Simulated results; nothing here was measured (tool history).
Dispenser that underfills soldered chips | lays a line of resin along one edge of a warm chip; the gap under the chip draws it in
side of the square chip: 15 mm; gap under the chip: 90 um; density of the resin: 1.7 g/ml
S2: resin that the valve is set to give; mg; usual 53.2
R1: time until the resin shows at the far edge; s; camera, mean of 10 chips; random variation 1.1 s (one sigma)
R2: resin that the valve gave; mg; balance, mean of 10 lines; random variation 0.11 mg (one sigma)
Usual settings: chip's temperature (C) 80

run 1 day=0 | chip's_temperature_(C)=80 S2=53.2 | R1=106.2 R2=52.18
run 2 day=0.25 | chip's_temperature_(C)=80 S2=53.2 | R1=128.8 R2=52.17
-- day=0.558 dispensing valve cleaned and set on the balance
-- day=0.621 new syringe of resin
run 3 day=0.662 | chip's_temperature_(C)=80 S2=51 | R1=101.9 R2=51.03
run 4 day=1 | chip's_temperature_(C)=80 S2=45.8 | R1=131.8 R2=45.55
-- day=1.317 new syringe of resin
run 5 day=1.358 | chip's_temperature_(C)=80 S2=53.2 | R1=103.3 R2=52.64
run 6 day=1.642 | chip's_temperature_(C)=80 S2=51.6 | R1=127.1 R2=50.9
-- day=2 new syringe of resin
run 7 day=2.054 | chip's_temperature_(C)=80 S2=51.6 | R1=101.3 R2=50.75
run 8 day=2.479 | chip's_temperature_(C)=80 S2=51.6 | R1=134.7 R2=50.51
-- day=2.679 new syringe of resin
run 9 day=2.692 | chip's_temperature_(C)=80 S2=51.6 | R1=98.8 R2=50.54
run 10 day=3.008 | chip's_temperature_(C)=80 S2=51.6 | R1=123.9 R2=50.37
run 11 day=3.221 | chip's_temperature_(C)=80 S2=51.6 | R1=145.8 R2=50.25
-- day=3.371 new syringe of resin
-- day=3.446 dispensing valve cleaned and set on the balance
run 12 day=3.533 | chip's_temperature_(C)=80 S2=51.6 | R1=109.9 R2=51.5
run 13 day=3.738 | chip's_temperature_(C)=80 S2=51.6 | R1=126.5 R2=51.51
run 14 day=3.988 | chip's_temperature_(C)=80 S2=51.6 | R1=151.3 R2=51.28
-- day=4.108 new syringe of resin
run 15 day=4.425 | chip's_temperature_(C)=80 S2=53.2 | R1=123.2 R2=52.73
-- day=4.792 new syringe of resin
run 16 day=4.796 | chip's_temperature_(C)=80 S2=53.2 | R1=96.5 R2=52.64
run 17 day=5.117 | chip's_temperature_(C)=80 S2=53.2 | R1=119.2 R2=52.5
run 18 day=5.296 | chip's_temperature_(C)=80 S2=53.2 | R1=136.1 R2=52.37
-- day=5.5 new syringe of resin
run 19 day=5.738 | chip's_temperature_(C)=80 S2=60.2 | R1=116.6 R2=59.11
run 20 day=5.958 | chip's_temperature_(C)=83 S2=52.7 | R1=121.4 R2=51.63
-- day=6.204 new syringe of resin
-- day=6.304 dispensing valve cleaned and set on the balance
run 21 day=6.354 | chip's_temperature_(C)=83 S2=51.5 | R1=92.5 R2=51.55
run 22 day=6.55 | chip's_temperature_(C)=67 S2=60.3 | R1=220.7 R2=60.14
run 23 day=6.733 | chip's_temperature_(C)=93 S2=48.9 | R1=78.1 R2=48.75
-- day=6.946 new syringe of resin
-- day=7.021 stage's temperature calibrated
run 24 day=7.05 | chip's_temperature_(C)=73 S2=46.5 | R1=152.6 R2=46.16
run 25 day=7.262 | chip's_temperature_(C)=73 S2=46.5 | R1=177.9 R2=46.15
run 26 day=7.458 | chip's_temperature_(C)=73 S2=46.5 | R1=199.7 R2=46.05
-- day=7.667 new syringe of resin
run 27 day=7.775 | chip's_temperature_(C)=73 S2=46.5 | R1=160.1 R2=45.98
run 28 day=8.179 | chip's_temperature_(C)=68 S2=47.6 | R1=277.2 R2=46.63
-- day=8.342 new syringe of resin
run 29 day=8.533 | chip's_temperature_(C)=76 S2=56.9 | R1=140 R2=55.77
run 30 day=8.804 | chip's_temperature_(C)=85 S2=66 | R1=111.5 R2=64.35
run 31 day=8.983 | chip's_temperature_(C)=85 S2=66 | R1=128.5 R2=64.29
-- day=9.017 new syringe of resin
-- day=9.217 dispensing valve cleaned and set on the balance
run 32 day=9.429 | chip's_temperature_(C)=85 S2=66 | R1=107.7 R2=65.83
-- day=9.742 new syringe of resin
run 33 day=9.758 | chip's_temperature_(C)=85 S2=66 | R1=83.2 R2=65.69
run 34 day=9.975 | chip's_temperature_(C)=85 S2=66.9 | R1=97.4 R2=66.43

Forecast each of these 5 alternatives for the next run:
run A day=10.396 | chip's_temperature_(C)=85 S2=54.1 | R1=? R2=?
run B day=10.396 | chip's_temperature_(C)=86 S2=59 | R1=? R2=?
run C day=10.396 | chip's_temperature_(C)=73 S2=58.8 | R1=? R2=?
run D day=10.396 | chip's_temperature_(C)=77 S2=66.9 | R1=? R2=?
run E day=10.396 | chip's_temperature_(C)=95 S2=52.9 | R1=? R2=?

run=A R1=127.5 R2=53.36
run=B R1=126 R2=58.18
run=C R1=223.6 R2=57.98
run=D R1=184.8 R2=66.15
run=E R1=83.1 R2=52.18
Without the tool's hidden state the same runs would have given:
run=A R1=82.8 R2=54.03
run=B R1=82.2 R2=58.9
run=C R1=146 R2=58.7
run=D R1=121 R2=66.97
run=E R1=54 R2=52.84

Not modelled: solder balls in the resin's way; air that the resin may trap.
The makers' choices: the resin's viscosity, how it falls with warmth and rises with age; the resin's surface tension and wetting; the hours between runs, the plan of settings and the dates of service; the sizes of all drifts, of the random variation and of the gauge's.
